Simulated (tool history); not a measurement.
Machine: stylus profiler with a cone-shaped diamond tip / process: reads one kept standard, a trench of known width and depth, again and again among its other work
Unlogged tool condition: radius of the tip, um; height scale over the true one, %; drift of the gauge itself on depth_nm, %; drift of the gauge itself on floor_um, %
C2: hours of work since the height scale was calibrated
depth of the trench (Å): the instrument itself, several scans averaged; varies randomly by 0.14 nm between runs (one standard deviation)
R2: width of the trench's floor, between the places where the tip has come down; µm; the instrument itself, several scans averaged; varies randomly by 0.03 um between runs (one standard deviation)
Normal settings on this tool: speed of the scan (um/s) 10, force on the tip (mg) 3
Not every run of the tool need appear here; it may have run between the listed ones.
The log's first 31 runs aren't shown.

Run 32, hour 439.9: usual settings but speed of the scan (um/s) 4, force on the tip (mg) 4.52; scans with this tip 8837; C2 822. Result: depth of the trench (Å) 5119.9, R2 16.99 µm.
Run 33, hour 448.6: usual settings but speed of the scan (um/s) 4, force on the tip (mg) 4.52; scans with this tip 8891; C2 827. Result: depth of the trench (Å) 5117.9, R2 17 µm.
Run 34, hour 462.3: usual settings but speed of the scan (um/s) 20, force on the tip (mg) 1.57; scans with this tip 8975; C2 835. Result: depth of the trench (Å) 5058.6, R2 16.85 µm.
Run 35, hour 481.4: usual settings but speed of the scan (um/s) 3, force on the tip (mg) 1.57; scans with this tip 9093; C2 846. Result: depth of the trench (Å) 5058.2, R2 16.96 µm.
Run 36, hour 489.3: usual settings but speed of the scan (um/s) 2, force on the tip (mg) 2.92; scans with this tip 9142; C2 851. Result: depth of the trench (Å) 5089.8, R2 17.03 µm.
Run 37, hour 508.6: usual settings but speed of the scan (um/s) 35, force on the tip (mg) 7.81; scans with this tip 9260; C2 862. Result: depth of the trench (Å) 5170.6, R2 16.91 µm.
Run 38, hour 524.8: usual settings but speed of the scan (um/s) 24, force on the tip (mg) 2.94; scans with this tip 9359; C2 871. Result: depth of the trench (Å) 5089.5, R2 16.84 µm.
Run 39, hour 534.3: usual settings but speed of the scan (um/s) 9, force on the tip (mg) 4.04; scans with this tip 9418; C2 877. Result: depth of the trench (Å) 5107, R2 16.95 µm.

Run 40 has not been measured yet. What should we expect?
Run 40, hour 545.6: usual settings but speed of the scan (um/s) 3, force on the tip (mg) 2.42; scans with this tip 9488; C2 883. Result: depth of the trench (Å) ?, R2 ?.

Run 40 yielded depth of the trench (Å) 5077, R2 16.97 µm.
With the hidden condition absent and the run-to-run variation left alone, this run would have shown depth of the trench (Å) 5077.1, R2 16.98 µm.
